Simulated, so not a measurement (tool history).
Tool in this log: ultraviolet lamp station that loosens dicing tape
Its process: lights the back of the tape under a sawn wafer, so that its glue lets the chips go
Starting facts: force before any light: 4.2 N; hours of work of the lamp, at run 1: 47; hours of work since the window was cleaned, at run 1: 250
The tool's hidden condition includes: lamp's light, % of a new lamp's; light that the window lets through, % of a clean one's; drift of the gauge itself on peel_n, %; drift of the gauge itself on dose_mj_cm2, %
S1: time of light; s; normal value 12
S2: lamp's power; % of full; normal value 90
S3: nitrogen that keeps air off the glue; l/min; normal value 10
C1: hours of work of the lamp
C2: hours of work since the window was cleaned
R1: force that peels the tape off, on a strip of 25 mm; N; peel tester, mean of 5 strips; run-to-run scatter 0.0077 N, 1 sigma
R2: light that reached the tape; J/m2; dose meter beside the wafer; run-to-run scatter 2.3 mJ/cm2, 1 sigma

run	day	S1	S2	S3	C1	C2	R1	R2
1	0.000	12	90	10	47	250	0.294	2390
2	0.812	17	90	10	56	258	0.192	3410
3	2.083	17	90	10	70	272	0.187	3380
4	2.871	17	90	10	78	280	0.209	3380
5	4.392	11	90	10	94	296	0.344	2170
6	5.471	12	100	10	106	308	0.251	2670
7	6.712	12	100	10	119	321	0.249	2670
8	8.133	12	90	10	134	336	0.283	2400
9	9.600	12	90	10	149	352	0.292	2410
10	11.088	12	90	10	165	367	0.292	2380
11	11.796	12	78	10	173	375	0.374	2020
12	12.979	12	78	8	185	387	0.408	2070
13	13.900	6	78	8	195	397	1.140	1050
14	15.233	6	78	8	209	411	1.169	1020
15	16.538	6	78	8	223	425	1.148	1050
16	18.029	12	90	10	239	441	0.297	2390
# day 19.225: window cleaned of glue's vapour
17	19.225	9	90	6	251	0	0.630	1740
18	20.796	11	69	7	268	17	0.626	1670
19	21.992	12	98	10	281	29	0.254	2580
20	22.892	15	90	3	290	39	0.416	3000
21	23.967	13	63	6	301	50	0.583	1800
22	24.775	10	98	10	310	59	0.326	2170
23	25.504	15	63	6	318	67	0.481	2080
24	26.538	15	63	6	329	78	0.468	2070
25	27.925	12	81	6	343	92	0.457	2140
26	29.233	12	81	5	357	106	0.495	2160
27	29.879	19	81	19	364	113	0.177	3360
28	30.858	24	72	5	375	123	0.209	3750
29	31.554	24	72	5	382	131	0.216	3820
30	32.292	24	72	5	390	139	0.209	3830
31	33.071	24	72	5	398	147	0.227	3830
32	33.771	24	72	5	405	154	0.225	3790

Alternative continuations, all from the tool just after run 32; predict every row:
A	34.858	19	72	19	417	166	?	?
B	34.858	6	86	10	417	166	?	?
C	34.858	8	70	5	417	166	?	?

run	R1	R2
A	0.171	3020
B	0.928	1110
C	1.223	1240
Stripped of hidden state, with their random variation kept, the same runs would have yielded:
run	R1	R2
A	0.171	3030
B	0.927	1120
C	1.221	1240
